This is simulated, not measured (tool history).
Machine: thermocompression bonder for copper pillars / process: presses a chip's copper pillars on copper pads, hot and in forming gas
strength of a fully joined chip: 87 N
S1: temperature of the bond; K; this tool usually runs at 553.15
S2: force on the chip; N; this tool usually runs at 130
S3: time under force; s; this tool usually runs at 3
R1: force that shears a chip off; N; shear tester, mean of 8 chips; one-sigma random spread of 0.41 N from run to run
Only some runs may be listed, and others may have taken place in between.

run,day,S1,S2,S3,R1
1,0.000,553.15,130,3,57.0
# day 0.717: forming gas filter changed
2,0.967,553.15,192,3,74.6
3,1.821,553.15,192,3,73.4
4,2.579,553.15,192,3,73.5
5,3.179,553.15,192,3,73.6
6,4.083,577.15,130,3,69.5
7,4.942,553.15,85,3,43.7
8,5.942,553.15,103,3,50.3
9,6.758,541.15,130,3,52.3
10,7.658,541.15,130,3,51.4
# day 8.046: forming gas filter changed
11,8.312,541.15,130,3,57.0
12,9.446,541.15,130,3,55.4
13,10.646,541.15,130,2,49.6
14,11.775,541.15,130,2,47.9
15,12.854,541.15,130,2,47.6
16,13.567,544.15,130,3,55.1
17,14.275,553.15,150,3,63.4
18,15.067,553.15,150,3,62.5
# day 15.425: forming gas filter changed
19,15.962,553.15,150,3,68.5
20,16.821,553.15,130,2,57.0
21,17.883,553.15,130,5,69.0
22,18.783,553.15,130,5,67.7
23,19.579,538.15,91,3,40.8
24,20.254,538.15,88,5,46.1
25,20.850,554.15,94,2,43.0
26,21.996,561.15,162,4,70.9
27,22.596,553.15,157,3,63.2
# day 22.796: forming gas filter changed
28,23.321,553.15,157,3,71.2
29,24.438,529.15,157,3,58.5
30,25.688,529.15,157,3,57.6
31,26.488,553.15,175,5,75.9
32,27.525,553.15,175,5,75.2
33,28.421,553.15,175,5,74.1

Predict each of these 5 candidate next runs independently; none follows another, all start after run 33:
A,29.008,582.15,130,8,?
B,29.008,553.15,130,5,?
C,29.008,553.15,175,4,?
D,29.008,542.15,175,2,?
E,29.008,553.15,115,4,?

run,R1
A,77.0
B,65.9
C,71.7
D,58.6
E,59.2
Had the tool no hidden state, the same runs would have come out as:
run,R1
A,82.6
B,66.6
C,74.1
D,57.7
E,58.5

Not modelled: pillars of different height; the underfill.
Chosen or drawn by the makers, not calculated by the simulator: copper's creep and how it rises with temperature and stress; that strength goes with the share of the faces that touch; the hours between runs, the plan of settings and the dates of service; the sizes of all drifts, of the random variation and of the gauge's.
